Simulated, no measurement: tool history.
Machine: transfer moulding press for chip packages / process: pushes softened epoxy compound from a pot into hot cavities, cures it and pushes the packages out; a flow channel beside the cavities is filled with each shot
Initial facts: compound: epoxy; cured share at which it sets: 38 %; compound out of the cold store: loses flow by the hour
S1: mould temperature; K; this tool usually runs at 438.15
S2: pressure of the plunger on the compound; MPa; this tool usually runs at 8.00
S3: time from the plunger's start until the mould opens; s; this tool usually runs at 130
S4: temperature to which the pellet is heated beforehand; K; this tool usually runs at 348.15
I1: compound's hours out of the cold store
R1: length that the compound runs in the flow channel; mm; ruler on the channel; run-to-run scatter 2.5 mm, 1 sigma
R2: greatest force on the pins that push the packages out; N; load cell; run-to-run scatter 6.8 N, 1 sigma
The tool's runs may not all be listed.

{"run": 1, "day": 0.0, "S1": 438.15, "S2": 8.0, "S3": 130, "S4": 348.15, "I1": 40.0, "R1": 480, "R2": 521}
{"run": 2, "day": 0.175, "S1": 438.15, "S2": 7.01, "S3": 130, "S4": 348.15, "I1": 41.2, "R1": 451, "R2": 531}
{"run": 3, "day": 0.458, "S1": 438.15, "S2": 8.0, "S3": 130, "S4": 348.15, "I1": 34.3, "R1": 493, "R2": 546}
{"run": 4, "day": 0.8, "S1": 438.15, "S2": 8.0, "S3": 130, "S4": 348.15, "I1": 9.8, "R1": 541, "R2": 282}
{"run": 5, "day": 1.233, "S1": 438.15, "S2": 8.0, "S3": 130, "S4": 348.15, "I1": 37.8, "R1": 490, "R2": 333}
{"run": 6, "day": 1.625, "S1": 438.15, "S2": 8.0, "S3": 130, "S4": 348.15, "I1": 16.1, "R1": 536, "R2": 388}
{"run": 7, "day": 2.012, "S1": 438.15, "S2": 8.84, "S3": 130, "S4": 339.15, "I1": 13.3, "R1": 570, "R2": 420}
{"run": 8, "day": 2.329, "S1": 434.15, "S2": 6.68, "S3": 157, "S4": 342.15, "I1": 25.8, "R1": 484, "R2": 413}
{"run": 9, "day": 2.604, "S1": 445.15, "S2": 8.0, "S3": 130, "S4": 348.15, "I1": 39.5, "R1": 472, "R2": 400}
{"run": 10, "day": 2.967, "S1": 445.15, "S2": 8.0, "S3": 130, "S4": 348.15, "I1": 17.8, "R1": 515, "R2": 430}
{"run": 11, "day": 3.35, "S1": 433.15, "S2": 9.12, "S3": 161, "S4": 341.15, "I1": 33.1, "R1": 547, "R2": 497}

Removed from this log: 2 entries logged between the listed runs. Between which two listed runs does each belong, and how does the tool's hidden state at the listed run before it compare with that at the listed run after it?
In the gap between runs 3 and 4: cavities cleaned with cleaning compound and waxed (day 0.762)
  true mould temperature over the reading, C: 0.24 -> 0.25; pressure that reaches the compound, % of what is set: 95.94 -> 95.85; grip of the stained cavities, % over clean ones': 101.3 -> 5.1
  difference, measured minus the result without the unlogged condition, R1: -11 -> -13 mm; R2: +271 -> +11 N
In the gap between runs 4 and 5: plunger's sealing rings changed (day 1.012)
  true mould temperature over the reading, C: 0.25 -> 0.27; pressure that reaches the compound, % of what is set: 95.85 -> 99.42; grip of the stained cavities, % over clean ones': 5.1 -> 21.3
  difference, measured minus the result without the unlogged condition, R1: -13 -> -2 mm; R2: +11 -> +57 N
